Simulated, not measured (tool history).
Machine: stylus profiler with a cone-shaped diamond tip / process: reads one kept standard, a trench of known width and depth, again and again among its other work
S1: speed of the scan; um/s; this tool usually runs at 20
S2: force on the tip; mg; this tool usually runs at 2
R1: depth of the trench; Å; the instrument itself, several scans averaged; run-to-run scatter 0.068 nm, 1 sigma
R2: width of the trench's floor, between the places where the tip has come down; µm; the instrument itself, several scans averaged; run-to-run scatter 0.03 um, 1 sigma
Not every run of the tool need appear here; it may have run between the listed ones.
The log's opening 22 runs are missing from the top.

run	hour	S1	S2	R1	R2
23	480.1	53	4.78	5121.1	17.13
# hour 491.7: new tip fitted, height scale calibrated
24	510.1	53	4.78	5122.1	17.17
25	528.4	53	4.78	5122	17.19
26	553.9	14	5.39	5132.3	17.33
27	567.1	13	2	5066.2	17.24
28	591.2	13	2	5068.3	17.23
29	622.4	7	1.45	5055.1	17.29
30	638	36	2.39	5076.7	17.24

Branching from run 30: 5 alternative next runs. What would each branch give?
A	660	20	2.95	?	?
B	660	40	5.18	?	?
C	660	56	0.96	?	?
D	660	8	1.6	?	?
E	660	20	1.54	?	?

run	R1	R2
A	5086.8	17.3
B	5127.7	17.17
C	5039.4	16.89
D	5058.1	17.32
E	5056.7	17.22
Had the tool no hidden state, the same runs would have come out as:
run	R1	R2
A	5086.8	17.3
B	5127.8	17.17
C	5039.4	16.89
D	5058.1	17.32
E	5056.7	17.22
